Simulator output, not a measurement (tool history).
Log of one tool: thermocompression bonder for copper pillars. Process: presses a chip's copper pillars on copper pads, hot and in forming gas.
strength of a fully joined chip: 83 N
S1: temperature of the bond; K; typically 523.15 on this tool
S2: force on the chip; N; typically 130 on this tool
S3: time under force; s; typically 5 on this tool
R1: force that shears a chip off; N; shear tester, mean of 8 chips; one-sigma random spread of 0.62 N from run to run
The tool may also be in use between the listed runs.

Run 1, hour 0: usual settings. Result: R1 37.8 N.
Run 2, hour 58.7: usual settings. Result: R1 35.7 N.
At hour 74.9: forming gas filter changed.
Run 3, hour 101.1: usual settings. Result: R1 38.4 N.
Run 4, hour 136.4: usual settings. Result: R1 38.6 N.
At hour 210.7: heater calibrated with a thermocouple chip.
Run 5, hour 211.3: usual settings. Result: R1 42.6 N.
Run 6, hour 248.7: usual settings. Result: R1 42.7 N.
Run 7, hour 312: usual settings but S1 518.15 K. Result: R1 39.7 N.
Run 8, hour 356: usual settings. Result: R1 41.7 N.
Run 9, hour 427.7: usual settings but S1 506.15 K. Result: R1 32.4 N.
Run 10, hour 497.5: usual settings but S1 506.15 K. Result: R1 32.5 N.
Run 11, hour 569.8: usual settings. Result: R1 40.7 N.
Run 12, hour 608.8: usual settings but S1 495.15 K, S2 134 N, S3 13 s. Result: R1 38.6 N.
At hour 616.6: force cell calibrated.
At hour 644.3: forming gas filter changed.
Run 13, hour 675.6: usual settings but S1 515.15 K, S2 167 N, S3 13 s. Result: R1 58.3 N.
Run 14, hour 745: usual settings but S1 550.15 K, S2 142 N, S3 11 s. Result: R1 68.9 N.
Run 15, hour 809.5: usual settings but S1 550.15 K, S2 142 N, S3 11 s. Result: R1 68.2 N.
Run 16, hour 842.2: usual settings but S2 131 N, S3 4 s. Result: R1 38.4 N.
At hour 885.3: force cell calibrated, once more.
Run 17, hour 901.6: usual settings but S1 552.15 K, S2 155 N, S3 3 s. Result: R1 53 N.
Run 18, hour 973.8: usual settings but S1 552.15 K, S2 155 N, S3 3 s. Result: R1 50.3 N.
Run 19, hour 1034: usual settings but S1 544.15 K, S2 141 N, S3 11 s. Result: R1 62.8 N.
Run 20, hour 1067.4: usual settings but S1 546.15 K, S2 138 N. Result: R1 51.9 N.
Run 21, hour 1122.8: usual settings but S1 496.15 K, S3 3 s. Result: R1 18.5 N.

3 options for the next run, each taken on its own from the tool as it stands now. Forecast them:
Run A, hour 1195.5: usual settings but S1 508.15 K, S2 168 N, S3 6 s. Result: R1 ?.
Run B, hour 1195.5: usual settings but S2 82 N, S3 10 s. Result: R1 ?.
Run C, hour 1195.5: usual settings but S1 528.15 K, S2 95 N, S3 10 s. Result: R1 ?.

run    R1
  A  38.1
  B  31.5
  C  39.3
Stripped of hidden state, with their random variation kept, the same runs would have yielded:
run    R1
  A    44
  B  36.5
  C  44.9
